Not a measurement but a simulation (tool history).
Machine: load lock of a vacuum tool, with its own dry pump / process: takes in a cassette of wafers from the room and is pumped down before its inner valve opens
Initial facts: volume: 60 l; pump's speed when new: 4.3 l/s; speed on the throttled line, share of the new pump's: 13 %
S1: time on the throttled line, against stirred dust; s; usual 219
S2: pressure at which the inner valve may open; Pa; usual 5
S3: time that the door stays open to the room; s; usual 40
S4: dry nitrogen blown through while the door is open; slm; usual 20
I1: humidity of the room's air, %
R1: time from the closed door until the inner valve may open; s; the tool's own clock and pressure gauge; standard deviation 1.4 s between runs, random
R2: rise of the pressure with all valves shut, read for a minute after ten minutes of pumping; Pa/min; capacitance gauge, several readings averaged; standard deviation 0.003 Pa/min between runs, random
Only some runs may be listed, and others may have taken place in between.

run	hour	S1	S2	S3	S4	I1	R1	R2
1	0	219	5	40	20	42	354.2	0.036
2	606.2	219	5	40	20	45.5	357	0.047
3	1289.6	219	5	40	20	45	356.2	0.051
4	1653.8	219	5	40	20	44.8	354	0.05
5	2012.5	219	5	40	20	47.5	357.6	0.057
6	2576.4	148	5	40	20	44.6	295.6	0.061
7	2878.3	148	5	40	20	44.7	297.3	0.063
8	3481.4	148	5	40	20	44.5	298.1	0.065
# hour 3631.4: dry pump taken out, an overhauled one fitted
9	3782.1	219	5	27	20	41.3	330.8	0.073
10	4071.1	219	5	27	20	46.8	333.2	0.073
11	4466.8	219	5	40	44	42.7	332.6	0.075
12	4821.9	219	5	40	44	44.8	333.1	0.081
13	5354	219	5	40	22	45.5	334.5	0.084
14	5912.3	219	5	89	20	41.7	334.3	0.1
15	6579.1	219	5	40	20	48.1	336.9	0.106
16	6995.7	219	5	40	20	48	337.2	0.108
17	7313	219	5	40	17	44.2	334.5	0.11
18	7664.5	219	5	40	17	45.4	333.5	0.113
19	8297	113	5	40	17	44.2	242.7	0.12
20	8702.2	113	5	40	17	46.1	244.7	0.128
21	9332.4	293	10	32	25	43.1	386.7	0.13
22	9924.1	365	6	40	9	45.9	461	0.148
23	10347.5	176	6	40	9	46	297.3	0.154
24	11024.8	176	6	40	9	47.6	298.5	0.165
25	11361.4	176	6	40	9	42.7	299.6	0.165
26	11969.9	176	6	40	9	49	297.6	0.181
27	12465.4	176	6	40	9	42.9	299.9	0.186
28	13024.5	219	5	73	29	45.7	341.7	0.195
29	13465.3	316	5	73	29	45.1	428.4	0.197
30	13955.7	123	5	110	19	44.3	260.7	0.203
31	14388.9	167	8	94	42	46	290	0.212
32	14915.1	167	5	94	42	45.3	297.1	0.217
33	15487.1	219	5	88	6	47.7	342	0.251
# hour 15993.6: door's seal changed, seat wiped
34	16027.1	219	5	88	6	50.3	343.2	0.03
35	16545.1	219	5	88	27	45.9	344.8	0.017
36	17135.9	154	7	125	41	46.7	282.1	0.018
37	17840.4	154	7	125	41	41.9	284.2	0.017
38	18164.6	154	7	125	41	43.1	284.6	0.022

What if the next run were any one of these 3? Each begins from the tool's condition after run 38:
A	18506.7	219	9	40	20	47.5	?	?
B	18506.7	113	7	95	41	40.6	?	?
C	18506.7	222	7	233	11	40.5	?	?

run	R1	R2
A	337.4	0.02
B	250.5	0.016
C	344.5	0.038
Without the tool's unlogged condition, the same runs would have read:
run	R1	R2
A	324.4	0.009
B	235.7	0.005
C	331.4	0.027
